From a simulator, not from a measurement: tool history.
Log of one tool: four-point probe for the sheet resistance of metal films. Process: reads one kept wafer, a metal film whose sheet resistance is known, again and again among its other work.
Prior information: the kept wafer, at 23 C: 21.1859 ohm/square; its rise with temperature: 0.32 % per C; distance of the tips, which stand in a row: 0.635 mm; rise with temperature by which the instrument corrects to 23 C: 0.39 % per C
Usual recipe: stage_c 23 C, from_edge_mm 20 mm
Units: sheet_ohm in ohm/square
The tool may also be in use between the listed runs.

{"run": 1, "hour": 0.0, "stage_c": 23, "from_edge_mm": 20, "sheet_ohm": 21.307019}
{"run": 2, "hour": 37.6, "stage_c": 23, "from_edge_mm": 20, "sheet_ohm": 21.311582}
{"run": 3, "hour": 64.5, "stage_c": 23, "from_edge_mm": 20, "sheet_ohm": 21.312939}
{"run": 4, "hour": 114.3, "stage_c": 20, "from_edge_mm": 20, "sheet_ohm": 21.36126}
{"run": 5, "hour": 171.9, "stage_c": 20, "from_edge_mm": 20, "sheet_ohm": 21.368925}
{"run": 6, "hour": 208.4, "stage_c": 20, "from_edge_mm": 20, "sheet_ohm": 21.36827}
{"hour": 234.0, "done": "stage's thermometer calibrated"}
{"run": 7, "hour": 255.0, "stage_c": 23, "from_edge_mm": 20, "sheet_ohm": 21.302605}
{"run": 8, "hour": 304.4, "stage_c": 23, "from_edge_mm": 20, "sheet_ohm": 21.299111}
{"run": 9, "hour": 357.8, "stage_c": 29, "from_edge_mm": 20, "sheet_ohm": 21.21118}
{"run": 10, "hour": 403.8, "stage_c": 29, "from_edge_mm": 20, "sheet_ohm": 21.220457}
{"run": 11, "hour": 445.8, "stage_c": 29, "from_edge_mm": 20, "sheet_ohm": 21.223496}
{"run": 12, "hour": 479.0, "stage_c": 29, "from_edge_mm": 20, "sheet_ohm": 21.222929}
{"run": 13, "hour": 514.0, "stage_c": 29, "from_edge_mm": 20, "sheet_ohm": 21.223193}
{"run": 14, "hour": 544.9, "stage_c": 29, "from_edge_mm": 20, "sheet_ohm": 21.225127}
{"run": 15, "hour": 571.4, "stage_c": 23, "from_edge_mm": 20, "sheet_ohm": 21.317261}
{"run": 16, "hour": 617.4, "stage_c": 23, "from_edge_mm": 20, "sheet_ohm": 21.321991}
{"run": 17, "hour": 675.2, "stage_c": 23, "from_edge_mm": 20, "sheet_ohm": 21.323754}
{"run": 18, "hour": 732.3, "stage_c": 23, "from_edge_mm": 21, "sheet_ohm": 21.327678}
{"run": 19, "hour": 772.5, "stage_c": 23, "from_edge_mm": 21, "sheet_ohm": 21.327003}
{"run": 20, "hour": 805.1, "stage_c": 23, "from_edge_mm": 19, "sheet_ohm": 21.328298}
{"run": 21, "hour": 847.7, "stage_c": 21, "from_edge_mm": 20, "sheet_ohm": 21.369262}
{"run": 22, "hour": 905.4, "stage_c": 21, "from_edge_mm": 20, "sheet_ohm": 21.367921}
{"run": 23, "hour": 965.6, "stage_c": 21, "from_edge_mm": 20, "sheet_ohm": 21.376974}
{"run": 24, "hour": 998.4, "stage_c": 30, "from_edge_mm": 52, "sheet_ohm": 21.223665}
{"run": 25, "hour": 1058.9, "stage_c": 22, "from_edge_mm": 51, "sheet_ohm": 21.343189}
{"run": 26, "hour": 1084.3, "stage_c": 23, "from_edge_mm": 5, "sheet_ohm": 21.514789}
{"run": 27, "hour": 1139.9, "stage_c": 23, "from_edge_mm": 5, "sheet_ohm": 21.520065}
{"run": 28, "hour": 1167.7, "stage_c": 23, "from_edge_mm": 5, "sheet_ohm": 21.521898}
{"run": 29, "hour": 1201.9, "stage_c": 29, "from_edge_mm": 7, "sheet_ohm": 21.334919}
{"run": 30, "hour": 1247.0, "stage_c": 23, "from_edge_mm": 49, "sheet_ohm": 21.336035}
{"run": 31, "hour": 1280.8, "stage_c": 26, "from_edge_mm": 29, "sheet_ohm": 21.305714}
{"run": 32, "hour": 1337.5, "stage_c": 26, "from_edge_mm": 10, "sheet_ohm": 21.341613}
{"run": 33, "hour": 1370.8, "stage_c": 20, "from_edge_mm": 4, "sheet_ohm": 21.6786}
{"run": 34, "hour": 1420.6, "stage_c": 22, "from_edge_mm": 37, "sheet_ohm": 21.367862}
{"run": 35, "hour": 1466.3, "stage_c": 31, "from_edge_mm": 5, "sheet_ohm": 21.411811}
{"run": 36, "hour": 1499.4, "stage_c": 18, "from_edge_mm": 8, "sheet_ohm": 21.508792}
{"run": 37, "hour": 1555.6, "stage_c": 18, "from_edge_mm": 8, "sheet_ohm": 21.506144}
{"run": 38, "hour": 1591.3, "stage_c": 18, "from_edge_mm": 8, "sheet_ohm": 21.507911}
{"run": 39, "hour": 1621.9, "stage_c": 18, "from_edge_mm": 8, "sheet_ohm": 21.5094}
{"run": 40, "hour": 1671.0, "stage_c": 32, "from_edge_mm": 48, "sheet_ohm": 21.221366}
{"run": 41, "hour": 1716.6, "stage_c": 32, "from_edge_mm": 48, "sheet_ohm": 21.227392}
{"run": 42, "hour": 1746.9, "stage_c": 19, "from_edge_mm": 6, "sheet_ohm": 21.555873}
{"run": 43, "hour": 1789.0, "stage_c": 32, "from_edge_mm": 48, "sheet_ohm": 21.21912}
{"run": 44, "hour": 1844.1, "stage_c": 25, "from_edge_mm": 5, "sheet_ohm": 21.514323}

5 ways to go on from here, each from the tool as it stands after run 44. What would each give?
{"run": "A", "hour": 1883.7, "stage_c": 22, "from_edge_mm": 9, "sheet_ohm": "?"}
{"run": "B", "hour": 1883.7, "stage_c": 34, "from_edge_mm": 6, "sheet_ohm": "?"}
{"run": "C", "hour": 1883.7, "stage_c": 28, "from_edge_mm": 5, "sheet_ohm": "?"}
{"run": "D", "hour": 1883.7, "stage_c": 20, "from_edge_mm": 11, "sheet_ohm": "?"}
{"run": "E", "hour": 1883.7, "stage_c": 25, "from_edge_mm": 15, "sheet_ohm": "?"}

run=A sheet_ohm=21.438979
run=B sheet_ohm=21.333624
run=C sheet_ohm=21.476621
run=D sheet_ohm=21.453789
run=E sheet_ohm=21.350042
The same runs, with their run-to-run variation unchanged, on a tool lacking any hidden condition would have given:
run=A sheet_ohm=21.255569
run=B sheet_ohm=21.151686
run=C sheet_ohm=21.293237
run=D sheet_ohm=21.270148
run=E sheet_ohm=21.167506

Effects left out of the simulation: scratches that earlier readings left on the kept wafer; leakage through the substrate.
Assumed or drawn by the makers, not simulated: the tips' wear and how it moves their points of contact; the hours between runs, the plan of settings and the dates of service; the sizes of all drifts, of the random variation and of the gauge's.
